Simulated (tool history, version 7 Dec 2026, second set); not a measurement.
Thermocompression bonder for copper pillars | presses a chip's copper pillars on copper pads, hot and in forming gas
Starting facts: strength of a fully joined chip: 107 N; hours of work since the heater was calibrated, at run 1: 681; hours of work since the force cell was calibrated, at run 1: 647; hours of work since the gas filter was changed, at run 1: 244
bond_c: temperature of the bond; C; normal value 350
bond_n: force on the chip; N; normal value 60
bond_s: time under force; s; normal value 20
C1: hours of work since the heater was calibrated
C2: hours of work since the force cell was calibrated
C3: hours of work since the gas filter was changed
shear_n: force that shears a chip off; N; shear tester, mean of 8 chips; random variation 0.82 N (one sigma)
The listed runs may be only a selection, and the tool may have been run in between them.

Run 1, day 0.000: usual settings; C1 681; C2 647; C3 244. Result: shear_n 74.6 N.
Run 2, day 0.938: usual settings; C1 697; C2 662; C3 260. Result: shear_n 74.1 N.
Run 3, day 2.092: usual settings but bond_c 328 C; C1 717; C2 682; C3 279. Result: shear_n 65.9 N.
Run 4, day 3.083: usual settings; C1 733; C2 698; C3 296. Result: shear_n 74.7 N.
Run 5, day 4.392: usual settings; C1 755; C2 720; C3 318. Result: shear_n 75.9 N.
Run 6, day 5.529: usual settings but bond_s 33 s; C1 774; C2 740; C3 337. Result: shear_n 87.1 N.
Run 7, day 6.562: usual settings; C1 792; C2 757; C3 354. Result: shear_n 75.8 N.
Run 8, day 8.008: usual settings but bond_s 25 s; C1 816; C2 781; C3 378. Result: shear_n 79.9 N.
Run 9, day 9.275: usual settings but bond_c 335 C, bond_n 40 N, bond_s 23 s; C1 837; C2 803; C3 400. Result: shear_n 57.3 N.
Run 10, day 10.658: usual settings but bond_c 355 C, bond_n 71 N, bond_s 28 s; C1 861; C2 826; C3 423. Result: shear_n 87.1 N.
Run 11, day 11.888: usual settings but bond_c 373 C, bond_s 28 s; C1 881; C2 846; C3 444. Result: shear_n 89.0 N.

What does the tool deliver on the next run?
At day 12.675: forming gas filter changed.
Run 12, day 12.888: usual settings but bond_c 373 C, bond_s 28 s; C1 898; C2 863; C3 4. Result: shear_n ?.

{"run 12": {"shear_n": 89.0}}
Had the tool carried no hidden state, the very same run would have given shear_n 89.2 N.
